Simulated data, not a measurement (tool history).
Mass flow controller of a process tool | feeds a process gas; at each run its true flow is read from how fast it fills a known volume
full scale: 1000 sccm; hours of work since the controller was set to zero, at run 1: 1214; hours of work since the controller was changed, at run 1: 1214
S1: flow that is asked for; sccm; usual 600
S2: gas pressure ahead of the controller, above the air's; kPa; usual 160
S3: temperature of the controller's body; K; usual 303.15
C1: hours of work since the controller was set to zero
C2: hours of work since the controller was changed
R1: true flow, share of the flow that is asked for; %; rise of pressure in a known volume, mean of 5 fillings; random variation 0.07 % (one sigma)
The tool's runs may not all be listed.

run	hour	S1	S2	S3	C1	C2	R1
1	0	600	160	303.15	1214	1214	99.56
2	112.7	600	160	303.15	1301	1301	99.6
3	287.8	600	160	303.15	1437	1437	99.69
4	371	600	160	303.15	1502	1502	99.57
5	472.2	600	160	303.15	1580	1580	99.58
6	620.9	600	160	303.15	1696	1696	99.6
7	775.8	600	160	303.15	1816	1816	99.61
8	892.9	600	160	303.15	1907	1907	99.7
9	983.9	600	160	303.15	1977	1977	99.66

Run 10 comes next. What will it give?
10	1178.9	600	152	293.15	2129	2129	?

R1: 99.12 %
Without the tool's hidden state the same run would have given R1 98.7 %.
